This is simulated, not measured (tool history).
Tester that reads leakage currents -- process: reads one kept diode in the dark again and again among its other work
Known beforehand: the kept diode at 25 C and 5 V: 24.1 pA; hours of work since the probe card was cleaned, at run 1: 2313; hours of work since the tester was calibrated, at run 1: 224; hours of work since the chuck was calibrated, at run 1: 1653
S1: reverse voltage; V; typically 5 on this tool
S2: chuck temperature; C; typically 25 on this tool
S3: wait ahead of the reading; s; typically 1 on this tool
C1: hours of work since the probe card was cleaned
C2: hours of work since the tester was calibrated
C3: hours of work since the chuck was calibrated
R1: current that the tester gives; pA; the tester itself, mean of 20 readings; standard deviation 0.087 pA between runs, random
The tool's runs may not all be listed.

{"run": 1, "hour": 0.0, "S1": 5, "S2": 25, "S3": 1, "C1": 2313, "C2": 224, "C3": 1653, "R1": 25.21}
{"run": 2, "hour": 106.4, "S1": 5, "S2": 25, "S3": 1, "C1": 2380, "C2": 291, "C3": 1720, "R1": 25.08}
{"run": 3, "hour": 260.4, "S1": 5, "S2": 25, "S3": 5.35, "C1": 2477, "C2": 387, "C3": 1817, "R1": 24.55}
{"run": 4, "hour": 403.7, "S1": 5, "S2": 25, "S3": 5.35, "C1": 2567, "C2": 477, "C3": 1907, "R1": 24.55}
{"run": 5, "hour": 486.3, "S1": 5, "S2": 25, "S3": 5.35, "C1": 2619, "C2": 529, "C3": 1959, "R1": 24.45}
{"hour": 502.6, "done": "chuck's temperature calibrated"}
{"run": 6, "hour": 597.8, "S1": 5, "S2": 25, "S3": 5.35, "C1": 2688, "C2": 598, "C3": 60, "R1": 25.72}
{"hour": 609.7, "done": "tester calibrated"}
{"run": 7, "hour": 675.0, "S1": 5, "S2": 25, "S3": 5.35, "C1": 2735, "C2": 41, "C3": 107, "R1": 25.65}
{"run": 8, "hour": 826.6, "S1": 17.39, "S2": 25, "S3": 5.35, "C1": 2831, "C2": 136, "C3": 203, "R1": 47.17}
{"run": 9, "hour": 930.4, "S1": 17.39, "S2": 25, "S3": 5.35, "C1": 2896, "C2": 202, "C3": 268, "R1": 47.24}
{"run": 10, "hour": 1039.7, "S1": 17.39, "S2": 32, "S3": 5.35, "C1": 2965, "C2": 270, "C3": 337, "R1": 83.69}
{"hour": 1052.5, "done": "tester calibrated, once more"}
{"run": 11, "hour": 1124.7, "S1": 17.39, "S2": 32, "S3": 5.35, "C1": 3017, "C2": 45, "C3": 389, "R1": 83.8}
{"run": 12, "hour": 1232.6, "S1": 8.47, "S2": 25, "S3": 7.87, "C1": 3085, "C2": 113, "C3": 457, "R1": 33.36}
{"run": 13, "hour": 1351.8, "S1": 1.99, "S2": 25, "S3": 3.69, "C1": 3160, "C2": 188, "C3": 532, "R1": 16.9}
{"hour": 1383.8, "done": "probe card cleaned and baked"}
{"run": 14, "hour": 1425.6, "S1": 1.99, "S2": 25, "S3": 3.69, "C1": 26, "C2": 233, "C3": 576, "R1": 16.12}
{"run": 15, "hour": 1577.8, "S1": 3.26, "S2": 25, "S3": 1.11, "C1": 122, "C2": 328, "C3": 672, "R1": 20.25}
{"run": 16, "hour": 1717.8, "S1": 3.26, "S2": 21, "S3": 5.62, "C1": 210, "C2": 416, "C3": 760, "R1": 13.61}
{"run": 17, "hour": 1812.3, "S1": 6.2, "S2": 25, "S3": 0.34, "C1": 269, "C2": 476, "C3": 819, "R1": 29.27}
{"run": 18, "hour": 1929.8, "S1": 15.49, "S2": 25, "S3": 2.12, "C1": 343, "C2": 550, "C3": 893, "R1": 40.06}
{"run": 19, "hour": 2017.4, "S1": 15.49, "S2": 22, "S3": 3.55, "C1": 398, "C2": 605, "C3": 948, "R1": 29.96}

Below are 5 alternative next runs, each starting from the tool's condition after run 19. Predict each:
{"run": "A", "hour": 2107.7, "S1": 5, "S2": 23, "S3": 1, "C1": 455, "C2": 662, "C3": 1005, "R1": "?"}
{"run": "B", "hour": 2107.7, "S1": 2.14, "S2": 25, "S3": 0.37, "C1": 455, "C2": 662, "C3": 1005, "R1": "?"}
{"run": "C", "hour": 2107.7, "S1": 15.49, "S2": 22, "S3": 1.82, "C1": 455, "C2": 662, "C3": 1005, "R1": "?"}
{"run": "D", "hour": 2107.7, "S1": 3.15, "S2": 28, "S3": 0.34, "C1": 455, "C2": 662, "C3": 1005, "R1": "?"}
{"run": "E", "hour": 2107.7, "S1": 1.02, "S2": 22, "S3": 7.28, "C1": 455, "C2": 662, "C3": 1005, "R1": "?"}

run=A R1=20.61
run=B R1=17.57
run=C R1=30.87
run=D R1=27.21
run=E R1=9.03
Stripped of hidden state, with their random variation kept, the same runs would have yielded:
run=A R1=21.03
run=B R1=18.05
run=C R1=30.98
run=D R1=27.95
run=E R1=9.31

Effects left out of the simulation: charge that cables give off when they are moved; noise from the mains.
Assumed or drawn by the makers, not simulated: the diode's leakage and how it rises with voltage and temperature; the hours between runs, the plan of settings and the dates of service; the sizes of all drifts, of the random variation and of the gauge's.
